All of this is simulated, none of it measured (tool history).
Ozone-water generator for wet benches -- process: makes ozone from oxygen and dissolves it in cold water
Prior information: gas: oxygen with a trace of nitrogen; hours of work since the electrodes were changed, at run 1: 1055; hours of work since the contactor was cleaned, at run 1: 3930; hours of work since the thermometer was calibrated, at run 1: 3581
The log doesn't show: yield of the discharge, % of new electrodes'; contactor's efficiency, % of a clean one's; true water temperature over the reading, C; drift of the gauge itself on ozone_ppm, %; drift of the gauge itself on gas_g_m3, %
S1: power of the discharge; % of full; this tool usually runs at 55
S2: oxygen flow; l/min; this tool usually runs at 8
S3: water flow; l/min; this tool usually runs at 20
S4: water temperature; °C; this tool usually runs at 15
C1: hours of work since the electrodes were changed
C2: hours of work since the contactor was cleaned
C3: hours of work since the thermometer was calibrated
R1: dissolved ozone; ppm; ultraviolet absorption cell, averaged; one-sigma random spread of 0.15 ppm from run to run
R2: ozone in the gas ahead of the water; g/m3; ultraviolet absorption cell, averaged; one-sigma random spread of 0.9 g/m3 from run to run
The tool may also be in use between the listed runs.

{"run": 1, "hour": 0.0, "S1": 55, "S2": 8, "S3": 20, "S4": 15, "C1": 1055, "C2": 3930, "C3": 3581, "R1": 17.5, "R2": 149.6}
{"run": 2, "hour": 81.5, "S1": 55, "S2": 8, "S3": 20, "S4": 10, "C1": 1116, "C2": 3991, "C3": 3642, "R1": 18.5, "R2": 146.9}
{"run": 3, "hour": 197.1, "S1": 55, "S2": 8, "S3": 20, "S4": 10, "C1": 1203, "C2": 4078, "C3": 3728, "R1": 19, "R2": 146.3}
{"run": 4, "hour": 258.2, "S1": 55, "S2": 8, "S3": 20, "S4": 10, "C1": 1249, "C2": 4124, "C3": 3774, "R1": 19, "R2": 147.4}
{"hour": 334.9, "done": "water thermometer calibrated"}
{"run": 5, "hour": 359.2, "S1": 55, "S2": 8, "S3": 20, "S4": 10, "C1": 1324, "C2": 4199, "C3": 18, "R1": 18.7, "R2": 148}
{"run": 6, "hour": 431.9, "S1": 55, "S2": 8, "S3": 20, "S4": 10, "C1": 1378, "C2": 4254, "C3": 73, "R1": 19, "R2": 147.3}
{"run": 7, "hour": 534.2, "S1": 55, "S2": 8, "S3": 25, "S4": 10, "C1": 1455, "C2": 4330, "C3": 149, "R1": 15.6, "R2": 147.4}
{"run": 8, "hour": 627.3, "S1": 55, "S2": 8, "S3": 25, "S4": 10, "C1": 1525, "C2": 4400, "C3": 219, "R1": 15.7, "R2": 146.2}

Run 9 has not been measured yet. What should we expect?
{"run": 9, "hour": 735.2, "S1": 55, "S2": 8.71, "S3": 20, "S4": 8, "C1": 1606, "C2": 4481, "C3": 300, "R1": "?", "R2": "?"}

R1: 19.5 ppm
R2: 142.8 g/m3
Were there no unlogged condition in the tool, this run, its random variation unchanged, would have produced R1 20.6 ppm, R2 146.4 g/m3.
